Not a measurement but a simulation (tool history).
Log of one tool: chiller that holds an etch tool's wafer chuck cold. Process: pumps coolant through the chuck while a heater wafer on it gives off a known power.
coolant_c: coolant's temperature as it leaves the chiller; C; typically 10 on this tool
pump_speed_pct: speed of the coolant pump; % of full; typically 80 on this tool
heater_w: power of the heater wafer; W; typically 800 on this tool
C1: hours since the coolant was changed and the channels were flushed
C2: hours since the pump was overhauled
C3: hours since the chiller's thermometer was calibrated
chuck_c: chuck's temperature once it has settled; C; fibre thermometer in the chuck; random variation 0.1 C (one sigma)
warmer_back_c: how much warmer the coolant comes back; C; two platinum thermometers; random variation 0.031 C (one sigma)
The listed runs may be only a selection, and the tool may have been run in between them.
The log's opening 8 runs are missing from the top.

Run 9, hour 258.7: usual settings but pump_speed_pct 76 % of full, heater_w 462 W; C1 1986; C2 1459; C3 2448. Result: chuck_c 14.6 C, warmer_back_c 1.69 C.
Run 10, hour 280: usual settings but pump_speed_pct 76 % of full, heater_w 462 W; C1 2008; C2 1480; C3 2469. Result: chuck_c 14.7 C, warmer_back_c 1.69 C.
Run 11, hour 305.6: usual settings but pump_speed_pct 76 % of full, heater_w 462 W; C1 2033; C2 1505; C3 2495. Result: chuck_c 14.7 C, warmer_back_c 1.67 C.
Run 12, hour 330.1: usual settings but pump_speed_pct 71 % of full; C1 2058; C2 1530; C3 2520. Result: chuck_c 18.6 C, warmer_back_c 3.18 C.
Run 13, hour 363.8: usual settings but pump_speed_pct 71 % of full; C1 2091; C2 1564; C3 2553. Result: chuck_c 18.5 C, warmer_back_c 3.18 C.
Run 14, hour 407.3: usual settings but pump_speed_pct 71 % of full; C1 2135; C2 1607; C3 2597. Result: chuck_c 18.4 C, warmer_back_c 3.22 C.
Run 15, hour 453.7: usual settings but coolant_c 7 C; C1 2181; C2 1654; C3 2643. Result: chuck_c 14.8 C, warmer_back_c 2.75 C.
Run 16, hour 496.9: usual settings but coolant_c 7 C; C1 2225; C2 1697; C3 2686. Result: chuck_c 14.9 C, warmer_back_c 2.78 C.
Run 17, hour 544.2: usual settings but pump_speed_pct 86 % of full, heater_w 744 W; C1 2272; C2 1744; C3 2734. Result: chuck_c 17.1 C, warmer_back_c 2.42 C.
Run 18, hour 579: usual settings but pump_speed_pct 79 % of full, heater_w 744 W; C1 2307; C2 1779; C3 2768. Result: chuck_c 17.6 C, warmer_back_c 2.66 C.
Run 19, hour 613.7: usual settings but coolant_c 12 C, heater_w 699 W; C1 2341; C2 1814; C3 2803. Result: chuck_c 19 C, warmer_back_c 2.45 C.
Run 20, hour 658.8: usual settings but coolant_c 11 C, heater_w 522 W; C1 2386; C2 1859; C3 2848. Result: chuck_c 16.2 C, warmer_back_c 1.82 C.
Run 21, hour 706.5: usual settings but coolant_c 11 C, heater_w 522 W; C1 2434; C2 1906; C3 2896. Result: chuck_c 16.1 C, warmer_back_c 1.86 C.
Run 22, hour 741.1: usual settings but coolant_c 11 C, heater_w 522 W; C1 2469; C2 1941; C3 2931. Result: chuck_c 16.3 C, warmer_back_c 1.84 C.
Run 23, hour 787: usual settings but coolant_c 11 C, heater_w 522 W; C1 2515; C2 1987; C3 2976. Result: chuck_c 16.3 C, warmer_back_c 1.86 C.
Run 24, hour 816.3: usual settings but coolant_c 11 C, pump_speed_pct 60 % of full, heater_w 522 W; C1 2544; C2 2016; C3 3006. Result: chuck_c 17.2 C, warmer_back_c 2.54 C.
Run 25, hour 846.1: usual settings but coolant_c 14 C, pump_speed_pct 92 % of full, heater_w 532 W; C1 2574; C2 2046; C3 3036. Result: chuck_c 19.1 C, warmer_back_c 1.58 C.
Run 26, hour 890.7: usual settings but coolant_c 14 C, pump_speed_pct 92 % of full, heater_w 532 W; C1 2618; C2 2091; C3 3080. Result: chuck_c 19 C, warmer_back_c 1.64 C.
Run 27, hour 918.3: usual settings but coolant_c 9 C, pump_speed_pct 95 % of full, heater_w 475 W; C1 2646; C2 2118; C3 3108. Result: chuck_c 13.3 C, warmer_back_c 1.43 C.
Run 28, hour 964.1: usual settings but coolant_c 18 C, pump_speed_pct 98 % of full, heater_w 401 W; C1 2692; C2 2164; C3 3154. Result: chuck_c 21.5 C, warmer_back_c 1.12 C.
At hour 969.5: chiller's thermometer calibrated.
Run 29, hour 999.5: usual settings but pump_speed_pct 76 % of full; C1 2726; C2 2198; C3 30. Result: chuck_c 18.7 C, warmer_back_c 3.03 C.
Run 30, hour 1028.8: usual settings but coolant_c 1 C; C1 2755; C2 2228; C3 59. Result: chuck_c 9.4 C, warmer_back_c 2.89 C.
Run 31, hour 1072: usual settings but coolant_c 1 C; C1 2799; C2 2271; C3 103. Result: chuck_c 9.4 C, warmer_back_c 2.86 C.

Consider 3 possible next runs. They are alternatives, not a sequence: every one starts from the tool as it was left by run 31. What does each give?
Run A, hour 1108: usual settings but coolant_c 8 C, pump_speed_pct 69 % of full, heater_w 972 W; C1 2835; C2 2307; C3 139. Result: chuck_c ?, warmer_back_c ?.
Run B, hour 1108: usual settings but coolant_c 16 C, heater_w 644 W; C1 2835; C2 2307; C3 139. Result: chuck_c ?, warmer_back_c ?.
Run C, hour 1108: usual settings but coolant_c 11 C, pump_speed_pct 61 % of full, heater_w 750 W; C1 2835; C2 2307; C3 139. Result: chuck_c ?, warmer_back_c ?.

run  chuck_c  warmer_back_c
  A     19.6           4.07
  B     22.9           2.31
  C     20.5           3.62
With no hidden state in the tool, these same runs would have given:
run  chuck_c  warmer_back_c
  A     17.3           3.69
  B     21.6            2.1
  C     18.6           3.28

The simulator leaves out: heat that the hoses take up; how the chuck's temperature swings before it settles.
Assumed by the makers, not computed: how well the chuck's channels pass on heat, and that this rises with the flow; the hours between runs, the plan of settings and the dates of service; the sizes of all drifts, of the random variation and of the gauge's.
